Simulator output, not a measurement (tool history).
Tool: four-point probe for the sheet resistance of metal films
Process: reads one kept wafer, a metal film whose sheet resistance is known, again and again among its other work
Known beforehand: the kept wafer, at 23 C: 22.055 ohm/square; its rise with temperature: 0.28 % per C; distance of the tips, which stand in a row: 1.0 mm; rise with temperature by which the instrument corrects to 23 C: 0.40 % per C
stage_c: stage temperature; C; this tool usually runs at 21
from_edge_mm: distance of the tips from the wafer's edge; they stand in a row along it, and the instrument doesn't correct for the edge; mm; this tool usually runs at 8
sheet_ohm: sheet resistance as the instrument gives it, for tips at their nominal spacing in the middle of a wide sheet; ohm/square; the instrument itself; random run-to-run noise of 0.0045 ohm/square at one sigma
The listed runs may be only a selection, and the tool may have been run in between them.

run    hour  stage_c  from_edge_mm  sheet_ohm
  1     0.0       21             8  22.264001
  2    38.7       21             8  22.271305
  3    63.8       21            10  22.204135
       76.5  -- stage's thermometer calibrated
  4    89.3       21            10  22.207774
  5   129.4       24             8  22.180847
  6   152.5       21             8  22.256809
      166.9  -- stage's thermometer calibrated, once more
  7   208.1       31             8  22.016841
  8   239.4       31             8  22.006936
  9   268.3       31             8  22.013688
 10   318.5       31             5  22.276504
 11   347.4       21             8  22.268449
 12   376.2       21             8  22.267630
 13   421.7       21             8  22.255905
 14   475.2       21             8  22.266387
 15   523.6       21            53  22.067006
 16   562.8       29             8  22.030206
 17   604.8       29             8  22.031603
 18   652.7       29             8  22.025173
 19   706.9       21             8  22.238466
 20   747.3       21             8  22.242745
 21   795.1       21            60  22.051534
 22   837.6       21            60  22.055935
 23   888.6       28            18  21.892535
 24   920.7       34             8  21.893145
 25   955.2       19             7  22.332778
 26   987.1       19             7  22.334115
 27  1013.6       19             7  22.332195
 28  1048.2       23             6  22.297566
 29  1089.9       32             8  21.922268
 30  1119.0       32            66  21.743824
 31  1154.6       29            19  21.845388
 32  1185.8       29            19  21.844910
 33  1231.8       29             5  22.272204
 34  1271.9       25            50  21.915569
 35  1325.8       21            20  22.043399
 36  1365.0       21            20  22.036846

Forecast each of these 4 alternatives for the next run:
  A  1396.2       32            20          ?
  B  1396.2       30            20          ?
  C  1396.2       23             4          ?
  D  1396.2       21             9          ?

run  sheet_ohm
  A  21.753502
  B  21.802459
  C  22.673440
  D  22.151776
Stripped of hidden state, with their random variation kept, the same runs would have yielded:
run  sheet_ohm
  A  21.853217
  B  21.902437
  C  22.777308
  D  22.253492
